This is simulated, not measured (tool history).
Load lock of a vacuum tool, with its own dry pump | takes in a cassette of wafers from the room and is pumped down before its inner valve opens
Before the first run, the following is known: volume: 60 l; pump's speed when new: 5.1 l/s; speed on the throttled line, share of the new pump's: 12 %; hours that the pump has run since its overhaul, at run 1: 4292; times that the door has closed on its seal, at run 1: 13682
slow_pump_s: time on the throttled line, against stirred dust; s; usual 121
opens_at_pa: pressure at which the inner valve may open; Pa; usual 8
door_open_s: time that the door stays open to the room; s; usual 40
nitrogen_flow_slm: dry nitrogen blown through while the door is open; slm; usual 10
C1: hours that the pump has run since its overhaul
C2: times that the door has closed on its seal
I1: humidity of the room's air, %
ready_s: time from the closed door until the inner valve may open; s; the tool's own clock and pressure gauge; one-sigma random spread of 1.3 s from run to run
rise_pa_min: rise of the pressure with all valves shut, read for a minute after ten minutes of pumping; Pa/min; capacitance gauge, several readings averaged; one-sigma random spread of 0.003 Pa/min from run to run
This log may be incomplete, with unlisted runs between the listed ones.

Run 1, day 0.000: usual settings; C1 4292; C2 13682; I1 43.2. Result: ready_s 220.8 s, rise_pa_min 0.128 Pa/min.
Run 2, day 3.183: usual settings; C1 4368; C2 13976; I1 43.3. Result: ready_s 225.3 s, rise_pa_min 0.129 Pa/min.
Run 3, day 7.550: usual settings; C1 4473; C2 14378; I1 45.2. Result: ready_s 224.1 s, rise_pa_min 0.142 Pa/min.
Run 4, day 9.462: usual settings; C1 4519; C2 14554; I1 42.9. Result: ready_s 223.6 s, rise_pa_min 0.134 Pa/min.
Run 5, day 13.138: usual settings; C1 4607; C2 14893; I1 46.1. Result: ready_s 221.8 s, rise_pa_min 0.147 Pa/min.
Run 6, day 16.738: usual settings; C1 4694; C2 15224; I1 45.9. Result: ready_s 220.7 s, rise_pa_min 0.149 Pa/min.
Run 7, day 20.854: usual settings; C1 4792; C2 15604; I1 41.2. Result: ready_s 223.2 s, rise_pa_min 0.150 Pa/min.
Run 8, day 25.042: usual settings but nitrogen_flow_slm 26 slm; C1 4893; C2 15990; I1 47.2. Result: ready_s 221.9 s, rise_pa_min 0.145 Pa/min.
Run 9, day 29.133: usual settings but nitrogen_flow_slm 26 slm; C1 4991; C2 16366; I1 45.4. Result: ready_s 222.6 s, rise_pa_min 0.152 Pa/min.
Run 10, day 31.650: usual settings but nitrogen_flow_slm 26 slm; C1 5051; C2 16598; I1 44.8. Result: ready_s 220.9 s, rise_pa_min 0.157 Pa/min.
Run 11, day 33.792: usual settings but nitrogen_flow_slm 26 slm; C1 5103; C2 16796; I1 40.7. Result: ready_s 224.6 s, rise_pa_min 0.153 Pa/min.
Run 12, day 37.892: usual settings but opens_at_pa 12 Pa; C1 5201; C2 17173; I1 46.6. Result: ready_s 217.0 s, rise_pa_min 0.175 Pa/min.
Run 13, day 39.800: usual settings but opens_at_pa 12 Pa; C1 5247; C2 17349; I1 47.8. Result: ready_s 219.3 s, rise_pa_min 0.174 Pa/min.
Run 14, day 42.342: usual settings but door_open_s 54 s; C1 5308; C2 17583; I1 47.4. Result: ready_s 223.5 s, rise_pa_min 0.182 Pa/min.
Run 15, day 44.342: usual settings but door_open_s 54 s; C1 5356; C2 17768; I1 47.2. Result: ready_s 222.2 s, rise_pa_min 0.182 Pa/min.
Run 16, day 46.796: usual settings but door_open_s 54 s; C1 5415; C2 17994; I1 45.6. Result: ready_s 222.6 s, rise_pa_min 0.190 Pa/min.
Run 17, day 48.975: usual settings but door_open_s 54 s; C1 5467; C2 18195; I1 46.5. Result: ready_s 223.1 s, rise_pa_min 0.188 Pa/min.
Run 18, day 52.633: usual settings but opens_at_pa 10 Pa; C1 5555; C2 18532; I1 43.6. Result: ready_s 222.2 s, rise_pa_min 0.185 Pa/min.
Run 19, day 56.988: usual settings but opens_at_pa 6 Pa; C1 5660; C2 18933; I1 46.0. Result: ready_s 225.5 s, rise_pa_min 0.198 Pa/min.
Run 20, day 58.908: usual settings but slow_pump_s 118 s, nitrogen_flow_slm 22 slm; C1 5706; C2 19110; I1 46.0. Result: ready_s 222.4 s, rise_pa_min 0.184 Pa/min.
Run 21, day 61.650: usual settings but opens_at_pa 15 Pa; C1 5771; C2 19363; I1 48.4. Result: ready_s 218.1 s, rise_pa_min 0.204 Pa/min.
Run 22, day 64.204: usual settings but slow_pump_s 221 s, door_open_s 113 s, nitrogen_flow_slm 24 slm; C1 5833; C2 19598; I1 43.5. Result: ready_s 312.5 s, rise_pa_min 0.215 Pa/min.
Run 23, day 67.854: usual settings but slow_pump_s 153 s, door_open_s 45 s, nitrogen_flow_slm 12 slm; C1 5920; C2 19934; I1 47.7. Result: ready_s 253.0 s, rise_pa_min 0.208 Pa/min.
Run 24, day 70.329: usual settings but slow_pump_s 183 s, door_open_s 47 s, nitrogen_flow_slm 19 slm; C1 5980; C2 20162; I1 46.1. Result: ready_s 276.6 s, rise_pa_min 0.207 Pa/min.
Run 25, day 72.792: usual settings but slow_pump_s 183 s, opens_at_pa 13 Pa, door_open_s 151 s, nitrogen_flow_slm 19 slm; C1 6039; C2 20389; I1 44.1. Result: ready_s 271.8 s, rise_pa_min 0.233 Pa/min.
Run 26, day 74.979: usual settings but slow_pump_s 119 s, door_open_s 69 s, nitrogen_flow_slm 9 slm; C1 6091; C2 20591; I1 43.8. Result: ready_s 220.3 s, rise_pa_min 0.231 Pa/min.
Run 27, day 78.808: usual settings but slow_pump_s 152 s; C1 6183; C2 20943; I1 43.7. Result: ready_s 251.9 s, rise_pa_min 0.230 Pa/min.
Run 28, day 81.975: usual settings but slow_pump_s 235 s, nitrogen_flow_slm 5 slm; C1 6259; C2 21235; I1 41.6. Result: ready_s 324.7 s, rise_pa_min 0.224 Pa/min.
Run 29, day 85.929: usual settings but slow_pump_s 235 s, nitrogen_flow_slm 5 slm; C1 6354; C2 21599; I1 42.7. Result: ready_s 324.9 s, rise_pa_min 0.235 Pa/min.
Run 30, day 89.633: usual settings but slow_pump_s 235 s, nitrogen_flow_slm 18 slm; C1 6443; C2 21941; I1 41.2. Result: ready_s 325.4 s, rise_pa_min 0.228 Pa/min.
Run 31, day 92.567: usual settings but door_open_s 54 s, nitrogen_flow_slm 9 slm; C1 6513; C2 22211; I1 46.2. Result: ready_s 224.4 s, rise_pa_min 0.245 Pa/min.
Run 32, day 94.738: usual settings but door_open_s 54 s, nitrogen_flow_slm 9 slm; C1 6566; C2 22411; I1 45.3. Result: ready_s 224.9 s, rise_pa_min 0.250 Pa/min.
Run 33, day 97.404: usual settings but slow_pump_s 155 s, opens_at_pa 12 Pa, door_open_s 58 s, nitrogen_flow_slm 25 slm; C1 6630; C2 22657; I1 44.5. Result: ready_s 246.6 s, rise_pa_min 0.246 Pa/min.
Run 34, day 99.338: usual settings but slow_pump_s 135 s, nitrogen_flow_slm 14 slm; C1 6676; C2 22835; I1 46.8. Result: ready_s 237.8 s, rise_pa_min 0.252 Pa/min.
Run 35, day 101.712: usual settings but slow_pump_s 135 s, nitrogen_flow_slm 14 slm; C1 6733; C2 23054; I1 45.9. Result: ready_s 239.7 s, rise_pa_min 0.250 Pa/min.
Run 36, day 104.938: usual settings but slow_pump_s 91 s, opens_at_pa 7 Pa, door_open_s 108 s, nitrogen_flow_slm 15 slm; C1 6810; C2 23351; I1 45.3. Result: ready_s 200.0 s, rise_pa_min 0.278 Pa/min.
Run 37, day 109.258: usual settings but slow_pump_s 240 s, opens_at_pa 13 Pa, door_open_s 167 s, nitrogen_flow_slm 5 slm; C1 6914; C2 23749; I1 51.0. Result: ready_s 323.6 s, rise_pa_min 0.321 Pa/min.

Forecast each of these 4 alternatives for the next run:
Run A, day 113.583: usual settings but slow_pump_s 240 s, opens_at_pa 15 Pa, door_open_s 167 s, nitrogen_flow_slm 43 slm; C1 7018; C2 24148; I1 41.9. Result: ready_s ?, rise_pa_min ?.
Run B, day 113.583: usual settings but door_open_s 33 s; C1 7018; C2 24148; I1 43.4. Result: ready_s ?, rise_pa_min ?.
Run C, day 113.583: usual settings but slow_pump_s 240 s, opens_at_pa 6 Pa, door_open_s 167 s, nitrogen_flow_slm 5 slm; C1 7018; C2 24148; I1 42.5. Result: ready_s ?, rise_pa_min ?.
Run D, day 113.583: usual settings but slow_pump_s 240 s, opens_at_pa 10 Pa, door_open_s 167 s, nitrogen_flow_slm 25 slm; C1 7018; C2 24148; I1 46.9. Result: ready_s ?, rise_pa_min ?.

run  ready_s  rise_pa_min
  A    321.5        0.277
  B    226.2        0.273
  C    330.9        0.319
  D    323.4        0.292
Stripped of hidden state, with their random variation kept, the same runs would have yielded:
run  ready_s  rise_pa_min
  A    315.7        0.033
  B    218.8        0.026
  C    324.6        0.070
  D    317.5        0.044
